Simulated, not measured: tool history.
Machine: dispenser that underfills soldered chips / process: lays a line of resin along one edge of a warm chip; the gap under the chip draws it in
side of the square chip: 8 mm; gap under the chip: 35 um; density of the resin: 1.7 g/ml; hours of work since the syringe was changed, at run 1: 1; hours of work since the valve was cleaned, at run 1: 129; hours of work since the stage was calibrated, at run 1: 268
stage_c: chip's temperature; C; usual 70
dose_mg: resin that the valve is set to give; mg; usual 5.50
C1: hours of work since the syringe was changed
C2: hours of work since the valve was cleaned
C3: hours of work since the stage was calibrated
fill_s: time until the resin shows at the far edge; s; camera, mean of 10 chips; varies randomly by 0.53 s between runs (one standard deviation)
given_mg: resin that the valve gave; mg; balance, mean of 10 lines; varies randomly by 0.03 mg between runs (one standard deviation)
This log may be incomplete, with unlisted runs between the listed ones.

run 1 hour=0.0 | stage_c=70 dose_mg=5.50 | C1=1 C2=129 C3=268 | fill_s=45.3 given_mg=5.21
-- hour=7.9 new syringe of resin
run 2 hour=9.9 | stage_c=70 dose_mg=5.50 | C1=1 C2=135 C3=274 | fill_s=47.0 given_mg=5.15
-- hour=14.6 dispensing valve cleaned and set on the balance
-- hour=18.6 new syringe of resin
run 3 hour=21.5 | stage_c=70 dose_mg=5.50 | C1=2 C2=4 C3=281 | fill_s=48.2 given_mg=5.54
-- hour=28.3 new syringe of resin
run 4 hour=30.2 | stage_c=72 dose_mg=5.50 | C1=1 C2=10 C3=287 | fill_s=42.6 given_mg=5.47
-- hour=37.6 new syringe of resin
run 5 hour=40.4 | stage_c=72 dose_mg=5.50 | C1=2 C2=17 C3=293 | fill_s=44.9 given_mg=5.45
-- hour=46.8 new syringe of resin
run 6 hour=46.8 | stage_c=72 dose_mg=5.50 | C1=0 C2=21 C3=297 | fill_s=38.5 given_mg=5.44
run 7 hour=52.6 | stage_c=72 dose_mg=5.50 | C1=4 C2=25 C3=301 | fill_s=50.8 given_mg=5.39
-- hour=56.2 new syringe of resin
run 8 hour=63.1 | stage_c=72 dose_mg=5.50 | C1=5 C2=32 C3=308 | fill_s=54.3 given_mg=5.44
-- hour=66.3 new syringe of resin
run 9 hour=69.4 | stage_c=70 dose_mg=5.50 | C1=2 C2=36 C3=312 | fill_s=48.5 given_mg=5.39
run 10 hour=74.8 | stage_c=70 dose_mg=5.50 | C1=6 C2=39 C3=316 | fill_s=61.7 given_mg=5.35
-- hour=75.6 new syringe of resin
-- hour=84.9 new syringe of resin
run 11 hour=86.4 | stage_c=70 dose_mg=6.25 | C1=1 C2=47 C3=323 | fill_s=44.5 given_mg=6.13
-- hour=94.5 new syringe of resin
run 12 hour=95.8 | stage_c=76 dose_mg=5.60 | C1=1 C2=53 C3=329 | fill_s=37.2 given_mg=5.41
run 13 hour=102.2 | stage_c=76 dose_mg=5.60 | C1=5 C2=57 C3=334 | fill_s=49.9 given_mg=5.42
-- hour=104.0 new syringe of resin
run 14 hour=108.3 | stage_c=81 dose_mg=5.60 | C1=3 C2=61 C3=337 | fill_s=36.9 given_mg=5.47
-- hour=114.1 new syringe of resin
run 15 hour=116.8 | stage_c=81 dose_mg=5.60 | C1=2 C2=66 C3=343 | fill_s=33.9 given_mg=5.42
run 16 hour=122.6 | stage_c=68 dose_mg=7.10 | C1=6 C2=70 C3=347 | fill_s=62.6 given_mg=6.84
-- hour=123.4 new syringe of resin
-- hour=132.6 new syringe of resin
run 17 hour=132.6 | stage_c=74 dose_mg=4.84 | C1=0 C2=77 C3=353 | fill_s=37.1 given_mg=4.65
run 18 hour=138.5 | stage_c=74 dose_mg=4.84 | C1=4 C2=81 C3=357 | fill_s=49.5 given_mg=4.68
-- hour=142.6 new syringe of resin
run 19 hour=145.3 | stage_c=73 dose_mg=5.31 | C1=2 C2=85 C3=362 | fill_s=42.9 given_mg=5.11
-- hour=152.2 new syringe of resin
run 20 hour=155.3 | stage_c=73 dose_mg=5.31 | C1=2 C2=92 C3=368 | fill_s=44.9 given_mg=5.09
-- hour=162.2 new syringe of resin
run 21 hour=162.6 | stage_c=73 dose_mg=5.31 | C1=0 C2=96 C3=373 | fill_s=39.1 given_mg=5.07

Each row is a separate what-if for the run after 21, all from the same tool condition, not one after another. Results?
run A hour=169.6 | stage_c=56 dose_mg=4.98 | C1=5 C2=101 C3=377 | fill_s=? given_mg=?
run B hour=169.6 | stage_c=79 dose_mg=6.97 | C1=5 C2=101 C3=377 | fill_s=? given_mg=?
run C hour=169.6 | stage_c=62 dose_mg=5.47 | C1=5 C2=101 C3=377 | fill_s=? given_mg=?
run D hour=169.6 | stage_c=72 dose_mg=5.63 | C1=5 C2=101 C3=377 | fill_s=? given_mg=?
run E hour=169.6 | stage_c=79 dose_mg=6.62 | C1=5 C2=101 C3=377 | fill_s=? given_mg=?

run=A fill_s=94.6 given_mg=4.79
run=B fill_s=42.7 given_mg=6.62
run=C fill_s=77.1 given_mg=5.26
run=D fill_s=55.8 given_mg=5.42
run=E fill_s=44.6 given_mg=6.33
With no hidden state in the tool, these same runs would have given:
run=A fill_s=69.8 given_mg=5.02
run=B fill_s=31.5 given_mg=6.95
run=C fill_s=57.2 given_mg=5.52
run=D fill_s=41.2 given_mg=5.68
run=E fill_s=33.0 given_mg=6.65
